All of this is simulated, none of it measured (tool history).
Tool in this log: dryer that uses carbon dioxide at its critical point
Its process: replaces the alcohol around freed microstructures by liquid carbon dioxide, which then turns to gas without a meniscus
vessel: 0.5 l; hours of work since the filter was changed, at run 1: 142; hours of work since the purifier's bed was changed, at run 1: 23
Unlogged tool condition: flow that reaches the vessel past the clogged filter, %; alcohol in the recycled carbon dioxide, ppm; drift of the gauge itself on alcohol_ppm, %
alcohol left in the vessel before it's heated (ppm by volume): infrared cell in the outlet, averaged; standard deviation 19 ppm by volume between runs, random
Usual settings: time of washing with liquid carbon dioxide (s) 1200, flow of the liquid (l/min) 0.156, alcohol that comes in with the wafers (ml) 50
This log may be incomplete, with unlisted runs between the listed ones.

run   hour  time of washing with liquid carbon dioxide (s)  flow of the liquid (l/min)  alcohol that comes in with the wafers (ml)  hours of work since the filter was changed  hours of work since the purifier's bed was changed  alcohol left in the vessel before it's heated (ppm by volume)
  1    0.0                                            1200                       0.156                                          50                                         142                                                  23                                                           1985
  2   11.8                                            1200                       0.156                                          50                                         147                                                  28                                                           1917
  3   21.4                                            1200                       0.156                                          50                                         150                                                  32                                                           1926
  4   36.9                                            1200                       0.156                                          50                                         157                                                  38                                                           1973
  5   43.7                                            1200                       0.156                                          50                                         159                                                  41                                                           2065
  6   52.8                                            1200                       0.156                                          50                                         163                                                  45                                                           2019
      58.6  -- inlet filter changed
  7   61.8                                             960                       0.156                                          50                                           1                                                  48                                                           3029
  8   73.1                                             960                       0.156                                          50                                           6                                                  53                                                           3014
  9   88.5                                            1200                       0.156                                          50                                          12                                                  59                                                           1314
 10   95.7                                            1200                       0.156                                          57                                          15                                                  62                                                           1532
 11  108.0                                            1200                       0.163                                          50                                          20                                                  67                                                           1122
 12  121.3                                            1200                       0.163                                          50                                          25                                                  72                                                           1117
 13  136.4                                            1200                       0.163                                          50                                          32                                                  78                                                           1161
 14  151.4                                            1200                       0.163                                          50                                          38                                                  84                                                           1168
 15  158.2                                            1080                       0.254                                          67                                          40                                                  87                                                            237
 16  166.1                                            1080                       0.139                                          81                                          44                                                  90                                                           5446
 17  172.5                                            1080                       0.139                                          81                                          46                                                  93                                                           5798
 18  184.6                                             960                       0.156                                          47                                          51                                                  98                                                           3220
 19  191.7                                             960                       0.156                                          47                                          54                                                 101                                                           3218
 20  199.9                                            1200                       0.126                                          70                                          57                                                 104                                                           5027
 21  206.4                                            1200                       0.126                                          70                                          60                                                 107                                                           5120
 22  214.8                                            1200                       0.154                                          25                                          63                                                 110                                                            810

Describe how what the log doesn't record of the tool's condition differs between the last listed run preceding each entry between runs and the first listed run following it.
From run 6 to run 7: inlet filter changed (hour 58.6)
  flow that reaches the vessel past the clogged filter, %: 88.5 -> 99.3; alcohol in the recycled carbon dioxide, ppm: 10.1 -> 10.4
  measured minus no-state result, alcohol left in the vessel before it's heated (ppm by volume): +804 -> +84
